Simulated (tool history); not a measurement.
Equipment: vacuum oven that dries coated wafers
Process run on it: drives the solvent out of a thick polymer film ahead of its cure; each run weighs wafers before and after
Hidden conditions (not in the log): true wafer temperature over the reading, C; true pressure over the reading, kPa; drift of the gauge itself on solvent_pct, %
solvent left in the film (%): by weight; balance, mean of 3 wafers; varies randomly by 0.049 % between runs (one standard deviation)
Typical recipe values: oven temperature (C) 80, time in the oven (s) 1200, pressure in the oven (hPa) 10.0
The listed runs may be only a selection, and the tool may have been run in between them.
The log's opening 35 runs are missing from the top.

| run | hour | oven temperature (C) | time in the oven (s) | pressure in the oven (hPa) | hours of work since the thermocouples were calibrated | hours of work since the vacuum gauge was cleaned of residue | solvent left in the film (%) |
|---|---|---|---|---|---|---|---|
| 36 | 1062.4 | 71 | 660 | 11.8 | 949 | 1063 | 9.35 |
| 37 | 1103.2 | 71 | 660 | 11.8 | 976 | 1091 | 9.31 |
| 38 | 1131.9 | 71 | 660 | 11.8 | 995 | 1110 | 9.41 |
| 39 | 1156.9 | 87 | 1320 | 10.0 | 1012 | 1127 | 1.14 |
| 40 | 1178.7 | 79 | 900 | 10.0 | 1027 | 1141 | 4.00 |
| 41 | 1209.1 | 89 | 900 | 12.0 | 1047 | 1162 | 1.51 |
|  | 1243.1 | vacuum gauge cleaned of residue and calibrated |
| 42 | 1250.6 | 80 | 2160 | 15.7 | 1074 | 5 | 1.79 |
| 43 | 1271.4 | 80 | 660 | 10.0 | 1088 | 19 | 4.92 |
| 44 | 1314.5 | 80 | 660 | 10.0 | 1117 | 48 | 4.93 |
| 45 | 1336.4 | 80 | 660 | 10.0 | 1131 | 63 | 4.88 |
| 46 | 1357.5 | 83 | 900 | 11.2 | 1146 | 77 | 2.60 |
| 47 | 1399.9 | 82 | 900 | 11.2 | 1174 | 105 | 2.89 |
| 48 | 1435.7 | 82 | 900 | 11.2 | 1198 | 129 | 2.84 |

Below are 3 alternative next runs, each starting from the tool's condition after run 48. Predict each:
| A | 1466.9 | 87 | 1080 | 39.6 | 1219 | 150 | ? |
| B | 1466.9 | 91 | 900 | 15.0 | 1219 | 150 | ? |
| C | 1466.9 | 73 | 840 | 9.7 | 1219 | 150 | ? |

| run | solvent left in the film (%) |
|---|---|
| A | 3.39 |
| B | 1.34 |
| C | 6.48 |
Take away the tool's hidden state, keep each run's random variation, and the runs would have read:
| run | solvent left in the film (%) |
|---|---|
| A | 3.57 |
| B | 1.44 |
| C | 6.88 |
